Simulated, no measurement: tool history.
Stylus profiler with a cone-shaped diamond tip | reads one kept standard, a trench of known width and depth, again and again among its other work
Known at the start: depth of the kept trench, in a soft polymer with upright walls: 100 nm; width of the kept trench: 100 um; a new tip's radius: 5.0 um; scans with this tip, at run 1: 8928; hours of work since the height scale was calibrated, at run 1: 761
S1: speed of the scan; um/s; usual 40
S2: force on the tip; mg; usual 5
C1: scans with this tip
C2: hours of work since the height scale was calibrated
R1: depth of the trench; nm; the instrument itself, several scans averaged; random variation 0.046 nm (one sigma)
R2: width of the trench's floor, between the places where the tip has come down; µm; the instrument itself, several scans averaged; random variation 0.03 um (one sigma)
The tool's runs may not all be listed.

run 1 hour=0 | S1=40 S2=5 | C1=8928 C2=761 | R1=101 R2=97.42
run 2 hour=72.3 | S1=40 S2=2.09 | C1=9531 C2=813 | R1=100.63 R2=97.25
run 3 hour=147.5 | S1=13 S2=5 | C1=10158 C2=866 | R1=101.05 R2=97.47
run 4 hour=231.2 | S1=13 S2=5 | C1=10856 C2=926 | R1=100.99 R2=97.37
run 5 hour=309.1 | S1=13 S2=5 | C1=11506 C2=981 | R1=101.09 R2=97.38
run 6 hour=355.4 | S1=13 S2=5 | C1=11893 C2=1014 | R1=100.99 R2=97.32
run 7 hour=411.5 | S1=40 S2=5 | C1=12360 C2=1054 | R1=101 R2=97.16
run 8 hour=495.4 | S1=40 S2=5 | C1=13060 C2=1114 | R1=100.97 R2=97.19
run 9 hour=561 | S1=40 S2=5 | C1=13608 C2=1160 | R1=100.98 R2=97.14
run 10 hour=608.3 | S1=66 S2=5 | C1=14002 C2=1194 | R1=100.98 R2=97
run 11 hour=674.6 | S1=147 S2=5 | C1=14555 C2=1241 | R1=101.07 R2=96.68
run 12 hour=750.5 | S1=147 S2=5 | C1=15188 C2=1295 | R1=100.95 R2=96.63
run 13 hour=789.5 | S1=40 S2=5 | C1=15513 C2=1323 | R1=100.95 R2=97.09
run 14 hour=861.5 | S1=33 S2=5 | C1=16114 C2=1374 | R1=100.98 R2=97.06
run 15 hour=946.6 | S1=33 S2=5 | C1=16824 C2=1435 | R1=100.93 R2=97.11
run 16 hour=1035.4 | S1=33 S2=5 | C1=17564 C2=1498 | R1=100.95 R2=97.05
run 17 hour=1082.7 | S1=22 S2=4.15 | C1=17959 C2=1531 | R1=100.77 R2=97.02
run 18 hour=1164.8 | S1=22 S2=4.15 | C1=18644 C2=1590 | R1=100.77 R2=97.04
run 19 hour=1249.7 | S1=59 S2=4.46 | C1=19352 C2=1650 | R1=100.82 R2=96.84
run 20 hour=1298 | S1=76 S2=5.28 | C1=19755 C2=1685 | R1=101.01 R2=96.75
run 21 hour=1389.8 | S1=76 S2=3.01 | C1=20521 C2=1750 | R1=100.57 R2=96.6
run 22 hour=1476.5 | S1=83 S2=5.37 | C1=21244 C2=1812 | R1=100.92 R2=96.72
run 23 hour=1522.7 | S1=19 S2=1.88 | C1=21629 C2=1844 | R1=100.44 R2=96.82
run 24 hour=1601.9 | S1=21 S2=10.71 | C1=22289 C2=1901 | R1=101.55 R2=96.95
run 25 hour=1671 | S1=21 S2=10.71 | C1=22866 C2=1950 | R1=101.63 R2=96.91
run 26 hour=1742.5 | S1=45 S2=3.04 | C1=23462 C2=2001 | R1=100.5 R2=96.68
run 27 hour=1806.4 | S1=45 S2=5.38 | C1=23996 C2=2046 | R1=100.98 R2=96.75
run 28 hour=1854.2 | S1=45 S2=5.38 | C1=24394 C2=2080 | R1=100.91 R2=96.71

Hidden state or all else? Some run-to-run changes of R1, split into what the settings, what came in and random variation would give without the hidden state, and what is left for the hidden state (with any gauge scatter that isn't in both results):
The hidden state here: radius of the tip, um; height scale over the true one, %; drift of the gauge itself on depth_nm, %; drift of the gauge itself on floor_um, %.
Run 2 -> 3: S1 40 -> 13, S2 2.09 -> 5. R1 +0.42 nm: hidden state -0.01, all else +0.43.
Run 3 -> 4: no setting changed, nothing entered. R1 -0.06 nm: hidden state -0.01, all else -0.05.
Run 23 -> 24: S1 19 -> 21, S2 1.88 -> 10.71. R1 +1.11 nm: hidden state +0, all else +1.11.
Run 25 -> 26: S1 21 -> 45, S2 10.71 -> 3.04. R1 -1.13 nm: hidden state +0, all else -1.13.

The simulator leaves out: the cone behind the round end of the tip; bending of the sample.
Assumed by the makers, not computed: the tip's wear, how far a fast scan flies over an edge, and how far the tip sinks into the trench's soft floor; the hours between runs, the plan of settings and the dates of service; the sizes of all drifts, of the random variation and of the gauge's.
